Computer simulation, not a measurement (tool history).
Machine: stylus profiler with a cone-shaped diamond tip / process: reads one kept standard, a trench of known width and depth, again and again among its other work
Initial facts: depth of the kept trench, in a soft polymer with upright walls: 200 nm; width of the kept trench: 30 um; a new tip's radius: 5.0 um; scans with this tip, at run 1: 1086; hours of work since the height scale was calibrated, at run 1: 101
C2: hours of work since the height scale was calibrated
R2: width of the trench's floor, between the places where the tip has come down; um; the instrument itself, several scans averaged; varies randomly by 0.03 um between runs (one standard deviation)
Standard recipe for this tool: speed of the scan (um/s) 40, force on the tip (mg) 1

Run 1, hour 0.0: usual settings; scans with this tip 1086; C2 101. Result: depth of the trench (nm) 201.12, R2 26.92 um.
Run 2, hour 24.7: usual settings; scans with this tip 1290; C2 120. Result: depth of the trench (nm) 201.27, R2 26.88 um.
Run 3, hour 50.4: usual settings; scans with this tip 1502; C2 140. Result: depth of the trench (nm) 201.30, R2 26.87 um.
Run 4, hour 70.4: usual settings; scans with this tip 1667; C2 155. Result: depth of the trench (nm) 201.25, R2 26.86 um.
Run 5, hour 95.5: usual settings; scans with this tip 1874; C2 175. Result: depth of the trench (nm) 201.31, R2 26.76 um.
Run 6, hour 119.0: usual settings but speed of the scan (um/s) 134; scans with this tip 2068; C2 193. Result: depth of the trench (nm) 201.27, R2 26.15 um.
Run 7, hour 148.4: usual settings but speed of the scan (um/s) 12; scans with this tip 2310; C2 215. Result: depth of the trench (nm) 201.22, R2 26.98 um.
Run 8, hour 165.5: usual settings but speed of the scan (um/s) 12; scans with this tip 2451; C2 228. Result: depth of the trench (nm) 201.08, R2 26.95 um.
Run 9, hour 186.3: usual settings but speed of the scan (um/s) 12; scans with this tip 2622; C2 244. Result: depth of the trench (nm) 201.13, R2 26.94 um.
Run 10, hour 216.5: usual settings but speed of the scan (um/s) 12; scans with this tip 2871; C2 267. Result: depth of the trench (nm) 201.33, R2 26.90 um.
Run 11, hour 242.2: usual settings but speed of the scan (um/s) 12; scans with this tip 3083; C2 287. Result: depth of the trench (nm) 201.20, R2 26.93 um.
Run 12, hour 256.3: usual settings but speed of the scan (um/s) 12; scans with this tip 3200; C2 298. Result: depth of the trench (nm) 201.24, R2 26.86 um.

What will run 13 give?
Run 13, hour 285.3: usual settings but speed of the scan (um/s) 12; scans with this tip 3439; C2 320. Result: depth of the trench (nm) ?, R2 ?.

{"run 13": {"depth of the trench (nm)": 201.18, "R2": 26.83}}
The same run, on a tool lacking any hidden state, would have yielded depth of the trench (nm) 201.47, R2 27.08 um.
